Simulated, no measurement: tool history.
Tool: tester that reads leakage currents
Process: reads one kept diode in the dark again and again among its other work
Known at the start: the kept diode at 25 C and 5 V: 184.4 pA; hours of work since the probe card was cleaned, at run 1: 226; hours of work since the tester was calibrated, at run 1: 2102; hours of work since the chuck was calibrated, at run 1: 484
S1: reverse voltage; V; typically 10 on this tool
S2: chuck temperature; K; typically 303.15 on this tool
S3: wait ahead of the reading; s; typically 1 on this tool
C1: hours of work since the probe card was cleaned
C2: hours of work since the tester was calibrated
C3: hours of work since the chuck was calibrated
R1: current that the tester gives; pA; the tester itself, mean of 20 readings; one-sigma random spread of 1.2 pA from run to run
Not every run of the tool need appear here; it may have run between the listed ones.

run    hour    S1      S2    S3    C1    C2    C3       R1
  1       0    10  303.15     1   226  2102   484   387.36
  2    57.5    10  303.15     1   271  2147   529   388.36
  3   123.2    10  299.15     1   323  2198   580   269.55
  4   161.1   9.5  299.15     1   352  2228   610   265.38
  5   236.9    10  303.15     1   412  2288   670   385.53
  6   289.3     1  303.15     1   453  2329   711   135.85
  7   340.4     1  303.15     1   493  2369   751   136.04
  8   416.7     1  303.15     1   553  2429   811   135.11
  9   487.9     1  303.15     1   609  2485   867   134.67
 10   544.8     1  303.15     1   654  2530   912   134.11
 11   591.6    10  303.15  0.84   691  2567   949   378.93
 12   645.2    10  303.15  0.84   733  2609   991    381.2
 13   708.1    10  303.15  0.84   783  2658  1040   380.95
 14   743.6    10  303.15  0.84   810  2686  1068   380.34
 15   804.6    10  303.15  0.84   858  2734  1116   377.84
 16   857.3   1.8  303.15     1   900  2776  1158   172.82
 17   891.3   1.8  303.15     1   927  2802  1184   172.66
 18   954.1   1.8  303.15     1   976  2852  1234   172.24
 19  1017.1    10  310.15     1  1025  2901  1283   683.84
 20  1073.5    10  310.15     1  1070  2946  1328   684.27
 21  1142.1  11.9  295.15   1.6  1124  3000  1382   198.25
 22  1184.2    10  321.15  1.88  1157  3033  1415  1668.33
 23  1244.5   2.9  321.15  0.53  1204  3080  1462   957.41
 24  1297.8   2.8  321.15  1.94  1246  3122  1504   948.82
 25  1338.6   2.8  321.15  1.94  1278  3154  1536   940.05
 26  1381.3  17.2  321.15  1.94  1312  3188  1570  2127.58
 27  1448.4   2.4  298.15     1  1365  3240  1622   123.19
 28  1506.3   8.2  298.15     1  1410  3286  1668    217.3
 29  1580.2    10  296.15  1.14  1468  3344  1726    199.5
 30  1661.2   1.4  295.15  8.35  1532  3408  1790    72.06
 31  1715.4   9.6  295.15  0.68  1575  3450  1832   180.43
 32  1772.4   1.1  308.15     1  1619  3495  1877   207.58
 33  1846.3     1  302.15  0.42  1677  3553  1935   117.51
 34    1923     1  302.15  0.42  1738  3614  1996   116.63
 35  1987.7   4.2  305.15  2.08  1789  3664  2046   289.29
     2050.2  -- chuck's temperature calibrated
 36  2060.9    10  323.15  0.77  1845  3720     8  2098.53
 37  2117.9    10  303.15  0.52  1889  3765    53   408.53
 38  2153.5   5.8  313.15  0.33  1917  3793    81   735.57
 39  2219.2   5.8  313.15  0.33  1969  3845   133   736.18
 40  2295.4   5.9  320.15     1  2029  3905   193  1302.09

3 options for the next run, each taken on its own from the tool as it stands now. Forecast them:
  A  2354.7  9.4  299.15     1  2076  3951  239   ?
  B  2354.7   17  321.15     1  2076  3951  239   ?
  C  2354.7  2.3  329.15  0.64  2076  3951  239   ?

run       R1
  A   275.45
  B  2252.65
  C  1703.11
Without the tool's unlogged condition, the same runs would have read:
run       R1
  A    270.4
  B  2271.95
  C  1728.18

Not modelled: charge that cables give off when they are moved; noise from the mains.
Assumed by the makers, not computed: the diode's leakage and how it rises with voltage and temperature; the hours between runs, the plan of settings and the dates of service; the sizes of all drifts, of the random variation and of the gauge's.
